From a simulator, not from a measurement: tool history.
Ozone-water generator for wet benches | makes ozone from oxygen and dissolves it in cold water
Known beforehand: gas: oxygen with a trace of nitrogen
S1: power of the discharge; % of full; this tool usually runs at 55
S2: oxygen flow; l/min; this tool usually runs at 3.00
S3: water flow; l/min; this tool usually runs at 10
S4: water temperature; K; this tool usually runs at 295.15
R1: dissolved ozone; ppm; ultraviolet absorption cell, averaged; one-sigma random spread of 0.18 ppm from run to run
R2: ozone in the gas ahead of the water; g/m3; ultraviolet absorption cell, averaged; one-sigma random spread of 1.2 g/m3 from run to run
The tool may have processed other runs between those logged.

run	day	S1	S2	S3	S4	R1	R2
1	0.000	55	3.00	10	295.15	24.7	208.7
2	6.100	55	3.00	10	295.15	24.2	208.9
3	13.775	55	3.46	10	295.15	23.8	188.2
4	22.525	55	3.46	10	295.15	24.0	188.4
5	29.358	55	1.58	10	295.15	25.5	310.3
6	36.992	55	1.58	10	295.15	25.2	309.7
7	40.671	55	3.00	10	295.15	24.5	205.0
8	49.296	55	3.00	10	295.15	24.1	206.8
9	53.842	55	3.00	10	295.15	24.1	204.7
10	61.979	76	3.00	7	295.15	36.8	255.9
11	70.738	76	3.00	7	295.15	36.7	252.3
# day 76.962: water thermometer calibrated
12	78.254	55	4.76	10	288.15	25.2	153.2
13	82.538	55	4.76	10	288.15	25.1	152.5
14	88.846	55	3.00	7	289.15	33.2	203.9
15	93.154	98	1.90	7	293.15	48.4	400.2

Hidden state or all else? Some run-to-run changes of R1, split into what the settings, what came in and random variation would give without the hidden state, and what is left for the hidden state (with any gauge scatter that isn't in both results):
What the log doesn't record here: yield of the discharge, % of new electrodes'; contactor's efficiency, % of a clean one's; true water temperature over the reading, C; drift of the gauge itself on ozone_ppm, %; drift of the gauge itself on gas_g_m3, %.
Run 14 -> 15: S1 55 -> 98, S2 3.00 -> 1.90, S4 289.15 -> 293.15. R1 +15.2 ppm: hidden state -1.7, all else +16.9.
